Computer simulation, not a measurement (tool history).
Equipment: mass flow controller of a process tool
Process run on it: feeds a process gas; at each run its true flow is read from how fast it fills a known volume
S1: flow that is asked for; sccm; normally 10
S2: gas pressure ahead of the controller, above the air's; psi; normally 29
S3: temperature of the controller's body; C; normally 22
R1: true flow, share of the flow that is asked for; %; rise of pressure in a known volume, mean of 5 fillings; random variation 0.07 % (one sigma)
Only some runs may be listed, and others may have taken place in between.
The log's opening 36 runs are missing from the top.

Run 37, hour 7401.8: usual settings but S1 8 sccm, S2 21.3 psi, S3 20 C. Result: R1 96.74 %.
Run 38, hour 7685.2: usual settings but S1 8 sccm, S2 21.3 psi, S3 20 C. Result: R1 96.52 %.
Run 39, hour 7920.9: usual settings but S1 4 sccm, S2 26.7 psi, S3 23 C. Result: R1 96.1 %.
Run 40, hour 8131.6: usual settings but S1 16 sccm, S2 26.7 psi, S3 23 C. Result: R1 97.23 %.
Run 41, hour 8344.6: usual settings but S1 5 sccm, S2 21.6 psi, S3 36 C. Result: R1 97.15 %.
Run 42, hour 8599: usual settings but S1 13 sccm, S2 24.9 psi, S3 36 C. Result: R1 97.8 %.
Run 43, hour 8722.9: usual settings but S1 3 sccm, S2 29.6 psi, S3 20 C. Result: R1 94.81 %.
Run 44, hour 8914.6: usual settings but S1 3 sccm, S2 29.6 psi, S3 24 C. Result: R1 94.93 %.
Run 45, hour 9174.5: usual settings but S1 3 sccm, S2 29.6 psi, S3 24 C. Result: R1 94.65 %.
Run 46, hour 9318.5: usual settings but S1 3 sccm, S2 28.9 psi, S3 23 C. Result: R1 94.51 %.
Run 47, hour 9468.9: usual settings but S1 2 sccm, S2 33.4 psi, S3 23 C. Result: R1 94.02 %.

Forecast each of these 3 alternatives for the next run:
Run A, hour 9650.4: usual settings but S1 3 sccm, S2 30.7 psi, S3 21 C. Result: R1 ?.
Run B, hour 9650.4: usual settings but S1 4 sccm, S2 28.7 psi, S3 24 C. Result: R1 ?.
Run C, hour 9650.4: usual settings but S1 18 sccm, S3 26 C. Result: R1 ?.

run     R1
  A  94.01
  B  94.32
  C  96.18
Had the tool no hidden state, the same runs would have come out as:
run     R1
  A  97.66
  B  97.97
  C  99.88

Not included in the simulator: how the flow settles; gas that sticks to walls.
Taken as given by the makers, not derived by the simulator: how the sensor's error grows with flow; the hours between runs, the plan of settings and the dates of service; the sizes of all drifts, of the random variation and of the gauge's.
